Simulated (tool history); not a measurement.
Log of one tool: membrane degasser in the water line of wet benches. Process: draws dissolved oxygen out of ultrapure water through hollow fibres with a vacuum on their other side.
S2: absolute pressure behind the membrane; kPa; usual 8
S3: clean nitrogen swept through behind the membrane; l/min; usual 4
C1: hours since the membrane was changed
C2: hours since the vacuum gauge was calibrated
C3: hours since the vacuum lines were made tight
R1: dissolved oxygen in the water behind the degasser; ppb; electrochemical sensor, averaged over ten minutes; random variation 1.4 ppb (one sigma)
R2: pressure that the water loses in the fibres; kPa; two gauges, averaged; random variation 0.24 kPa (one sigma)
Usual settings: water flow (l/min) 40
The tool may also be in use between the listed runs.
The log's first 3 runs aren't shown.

Run 4, hour 102.5: usual settings but S2 4.96 kPa; C1 367; C2 4068; C3 3106. Result: R1 82.7 ppb, R2 60.11 kPa.
Run 5, hour 131.4: usual settings; C1 396; C2 4097; C3 3135. Result: R1 150.7 ppb, R2 59.82 kPa.
Run 6, hour 165.8: usual settings but water flow (l/min) 55; C1 431; C2 4132; C3 3169. Result: R1 256.1 ppb, R2 82.86 kPa.
Run 7, hour 215.4: usual settings but water flow (l/min) 55; C1 480; C2 4181; C3 3219. Result: R1 256.8 ppb, R2 82.35 kPa.
Run 8, hour 269.5: usual settings but S3 3.13 l/min; C1 534; C2 4235; C3 3273. Result: R1 179.1 ppb, R2 60.08 kPa.
Run 9, hour 307.6: usual settings but S2 5.31 kPa, S3 3.13 l/min; C1 572; C2 4274; C3 3311. Result: R1 103.7 ppb, R2 59.71 kPa.
Run 10, hour 342.3: usual settings but S2 5.31 kPa, S3 3 l/min; C1 607; C2 4308; C3 3346. Result: R1 105 ppb, R2 59.41 kPa.
Run 11, hour 370.9: usual settings; C1 636; C2 4337; C3 3375. Result: R1 153.5 ppb, R2 59.74 kPa.
Run 12, hour 396.4: usual settings; C1 661; C2 4362; C3 3400. Result: R1 153.4 ppb, R2 59.14 kPa.
Run 13, hour 426.6: usual settings; C1 691; C2 4393; C3 3430. Result: R1 152.2 ppb, R2 59.21 kPa.
Run 14, hour 455: usual settings; C1 720; C2 4421; C3 3459. Result: R1 149.8 ppb, R2 59.5 kPa.
Run 15, hour 483.8: usual settings but water flow (l/min) 58; C1 749; C2 4450; C3 3487. Result: R1 281 ppb, R2 86.17 kPa.
Run 16, hour 538.5: usual settings but S3 4.33 l/min; C1 803; C2 4504; C3 3542. Result: R1 142.4 ppb, R2 59.07 kPa.
Run 17, hour 562.9: usual settings but water flow (l/min) 37, S2 5.83 kPa, S3 2.12 l/min; C1 828; C2 4529; C3 3567. Result: R1 132.5 ppb, R2 54.3 kPa.
Run 18, hour 610.8: usual settings but water flow (l/min) 61, S2 6.49 kPa; C1 876; C2 4577; C3 3614. Result: R1 257 ppb, R2 89.24 kPa.
Run 19, hour 660.9: usual settings but water flow (l/min) 61, S2 6.49 kPa; C1 926; C2 4627; C3 3665. Result: R1 255.9 ppb, R2 89.51 kPa.
At hour 688: gauge calibrated.
Run 20, hour 707.5: usual settings but water flow (l/min) 61, S2 6.49 kPa; C1 972; C2 4674; C3 3711. Result: R1 253.5 ppb, R2 91.69 kPa.
Run 21, hour 745.2: usual settings but water flow (l/min) 61, S2 6.49 kPa; C1 1010; C2 4711; C3 3749. Result: R1 257.1 ppb, R2 92.18 kPa.
Run 22, hour 786.7: usual settings but water flow (l/min) 62, S2 14.72 kPa; C1 1051; C2 4753; C3 3790. Result: R1 527.7 ppb, R2 93.21 kPa.
Run 23, hour 809.1: usual settings but water flow (l/min) 35, S2 16.53 kPa, S3 2.1 l/min; C1 1074; C2 4775; C3 3813. Result: R1 500.2 ppb, R2 52.64 kPa.
Run 24, hour 862.9: usual settings but water flow (l/min) 59, S2 16.53 kPa, S3 1.78 l/min; C1 1128; C2 4829; C3 3867. Result: R1 940.4 ppb, R2 88.63 kPa.

The next listed run, before its measurement:
Run 25, hour 903.2: usual settings but water flow (l/min) 59, S2 16.53 kPa, S3 1.78 l/min; C1 1168; C2 4869; C3 3907. Result: R1 ?, R2 ?.

{"run 25": {"R1": 936.2, "R2": 88.17}}
Without the tool's hidden state the same run would have given R1 935.5 ppb, R2 88.93 kPa.

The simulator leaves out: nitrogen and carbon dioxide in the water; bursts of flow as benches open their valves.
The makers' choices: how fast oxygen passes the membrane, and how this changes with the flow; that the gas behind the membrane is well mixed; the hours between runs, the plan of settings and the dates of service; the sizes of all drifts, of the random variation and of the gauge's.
